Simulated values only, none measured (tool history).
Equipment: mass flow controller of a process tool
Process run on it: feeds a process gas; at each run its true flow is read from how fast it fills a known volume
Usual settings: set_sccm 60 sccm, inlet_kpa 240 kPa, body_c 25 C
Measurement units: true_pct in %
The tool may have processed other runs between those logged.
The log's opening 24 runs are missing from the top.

| run | hour | set_sccm | inlet_kpa | body_c | hours of work since the controller was set to zero | hours of work since the controller was changed | true_pct |
|---|---|---|---|---|---|---|---|
| 25 | 6455.9 | 60 | 240 | 32 | 2325 | 6473 | 98.03 |
| 26 | 6614.8 | 94 | 182 | 35 | 2390 | 6538 | 100.06 |
| 27 | 6816.1 | 59 | 182 | 39 | 2472 | 6620 | 98.62 |
| 28 | 7044.2 | 54 | 240 | 25 | 2565 | 6713 | 97.28 |
| 29 | 7340.2 | 28 | 226 | 27 | 2686 | 6834 | 94.99 |
| 30 | 7501.1 | 10 | 246 | 23 | 2751 | 6899 | 87.98 |
| 31 | 7831.2 | 18 | 240 | 25 | 2886 | 7034 | 92.18 |
| 32 | 8058.4 | 34 | 230 | 29 | 2979 | 7127 | 95.56 |
| 33 | 8355.8 | 79 | 143 | 21 | 3100 | 7248 | 98.86 |
| 34 | 8573.9 | 21 | 143 | 25 | 3189 | 7337 | 93.35 |
| 35 | 8787.7 | 60 | 164 | 35 | 3276 | 7424 | 98.34 |
| 36 | 9101.5 | 12 | 240 | 22 | 3404 | 7552 | 87.97 |
| 37 | 9401.8 | 93 | 240 | 26 | 3527 | 7675 | 98.88 |
| 38 | 9596.2 | 36 | 197 | 24 | 3606 | 7754 | 95.32 |

Consider 3 possible next runs. They are alternatives, not a sequence: every one starts from the tool as it was left by run 38. What does each give?
| A | 9787.9 | 17 | 144 | 26 | 3684 | 7832 | ? |
| B | 9787.9 | 60 | 226 | 35 | 3684 | 7832 | ? |
| C | 9787.9 | 21 | 246 | 25 | 3684 | 7832 | ? |

| run | true_pct |
|---|---|
| A | 91.12 |
| B | 97.61 |
| C | 91.84 |
With no hidden state in the tool, these same runs would have given:
| run | true_pct |
|---|---|
| A | 97.78 |
| B | 99.01 |
| C | 97.09 |

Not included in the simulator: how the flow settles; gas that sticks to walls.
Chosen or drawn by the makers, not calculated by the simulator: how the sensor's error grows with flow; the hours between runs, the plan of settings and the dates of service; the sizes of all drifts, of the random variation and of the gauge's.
